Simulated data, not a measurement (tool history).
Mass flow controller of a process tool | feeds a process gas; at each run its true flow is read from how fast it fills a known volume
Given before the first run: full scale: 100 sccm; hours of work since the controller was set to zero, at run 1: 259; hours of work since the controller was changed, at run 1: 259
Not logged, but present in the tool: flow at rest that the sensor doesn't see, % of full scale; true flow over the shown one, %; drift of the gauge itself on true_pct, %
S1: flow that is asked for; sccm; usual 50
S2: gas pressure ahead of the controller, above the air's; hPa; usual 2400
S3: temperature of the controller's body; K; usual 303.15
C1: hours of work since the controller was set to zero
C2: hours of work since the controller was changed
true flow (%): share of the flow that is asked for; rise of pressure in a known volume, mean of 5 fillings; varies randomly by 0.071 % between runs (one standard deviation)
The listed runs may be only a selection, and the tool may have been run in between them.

run 1 hour=0.0 | S1=50 S2=2400 S3=303.15 | C1=259 C2=259 | true_flow_(%)=100.21
run 2 hour=354.1 | S1=50 S2=2400 S3=303.15 | C1=535 C2=535 | true_flow_(%)=100.01
run 3 hour=813.2 | S1=50 S2=2400 S3=303.15 | C1=893 C2=893 | true_flow_(%)=100.11
run 4 hour=1283.6 | S1=50 S2=2400 S3=303.15 | C1=1260 C2=1260 | true_flow_(%)=100.04
run 5 hour=1697.3 | S1=50 S2=2400 S3=310.15 | C1=1582 C2=1582 | true_flow_(%)=100.44
run 6 hour=1967.7 | S1=50 S2=2400 S3=310.15 | C1=1793 C2=1793 | true_flow_(%)=100.37
run 7 hour=2457.9 | S1=50 S2=2400 S3=303.15 | C1=2175 C2=2175 | true_flow_(%)=99.82
run 8 hour=2702.7 | S1=50 S2=2400 S3=301.15 | C1=2365 C2=2365 | true_flow_(%)=99.60
run 9 hour=2980.9 | S1=50 S2=2400 S3=300.15 | C1=2582 C2=2582 | true_flow_(%)=99.80
run 10 hour=3311.6 | S1=50 S2=1410 S3=303.15 | C1=2840 C2=2840 | true_flow_(%)=99.72
run 11 hour=3538.2 | S1=50 S2=2400 S3=303.15 | C1=3016 C2=3016 | true_flow_(%)=99.71
run 12 hour=3903.0 | S1=99 S2=2400 S3=303.15 | C1=3301 C2=3301 | true_flow_(%)=99.99
run 13 hour=4406.4 | S1=99 S2=2400 S3=303.15 | C1=3693 C2=3693 | true_flow_(%)=99.97
run 14 hour=4687.1 | S1=50 S2=2400 S3=308.15 | C1=3912 C2=3912 | true_flow_(%)=100.09
run 15 hour=4973.8 | S1=50 S2=2400 S3=308.15 | C1=4135 C2=4135 | true_flow_(%)=100.00
run 16 hour=5193.1 | S1=50 S2=2400 S3=308.15 | C1=4306 C2=4306 | true_flow_(%)=100.00
run 17 hour=5402.9 | S1=50 S2=2400 S3=308.15 | C1=4469 C2=4469 | true_flow_(%)=100.07
run 18 hour=5666.4 | S1=55 S2=2020 S3=294.15 | C1=4675 C2=4675 | true_flow_(%)=98.88
run 19 hour=6027.1 | S1=34 S2=2320 S3=296.15 | C1=4956 C2=4956 | true_flow_(%)=98.84
run 20 hour=6402.0 | S1=34 S2=2320 S3=296.15 | C1=5248 C2=5248 | true_flow_(%)=98.96
run 21 hour=6860.2 | S1=31 S2=2220 S3=302.15 | C1=5605 C2=5605 | true_flow_(%)=99.39
run 22 hour=7148.2 | S1=85 S2=1640 S3=306.15 | C1=5829 C2=5829 | true_flow_(%)=99.73
run 23 hour=7640.0 | S1=50 S2=2030 S3=296.15 | C1=6213 C2=6213 | true_flow_(%)=98.78
run 24 hour=8088.9 | S1=20 S2=1730 S3=309.15 | C1=6562 C2=6562 | true_flow_(%)=99.57
run 25 hour=8480.5 | S1=50 S2=2080 S3=305.15 | C1=6868 C2=6868 | true_flow_(%)=99.27
run 26 hour=8778.9 | S1=19 S2=2240 S3=307.15 | C1=7100 C2=7100 | true_flow_(%)=99.36
-- hour=9137.0 controller's zero set anew
run 27 hour=9271.4 | S1=50 S2=2650 S3=303.15 | C1=105 C2=7483 | true_flow_(%)=99.35
run 28 hour=9654.2 | S1=13 S2=2230 S3=296.15 | C1=403 C2=7782 | true_flow_(%)=98.32
run 29 hour=10032.8 | S1=13 S2=2230 S3=296.15 | C1=698 C2=8077 | true_flow_(%)=98.42
run 30 hour=10318.6 | S1=13 S2=2230 S3=296.15 | C1=921 C2=8299 | true_flow_(%)=98.29
run 31 hour=10566.8 | S1=13 S2=2230 S3=296.15 | C1=1114 C2=8493 | true_flow_(%)=98.22
run 32 hour=10802.5 | S1=13 S2=2400 S3=295.15 | C1=1298 C2=8676 | true_flow_(%)=98.22
run 33 hour=11183.1 | S1=13 S2=2400 S3=295.15 | C1=1594 C2=8973 | true_flow_(%)=98.33

Branching from run 33: 3 alternative next runs. What would each branch give?
-- hour=11313.1 gauge calibrated
run A hour=11530.6 | S1=27 S2=2400 S3=306.15 | C1=1865 C2=9244 | true_flow_(%)=?
-- hour=11313.1 gauge calibrated
run B hour=11530.6 | S1=50 S2=2510 S3=303.15 | C1=1865 C2=9244 | true_flow_(%)=?
-- hour=11313.1 gauge calibrated
run C hour=11530.6 | S1=15 S2=2740 S3=300.15 | C1=1865 C2=9244 | true_flow_(%)=?

run=A true_flow_(%)=100.13
run=B true_flow_(%)=100.13
run=C true_flow_(%)=99.73
What these runs would have given with no unlogged condition in the tool:
run=A true_flow_(%)=100.20
run=B true_flow_(%)=100.21
run=C true_flow_(%)=99.79
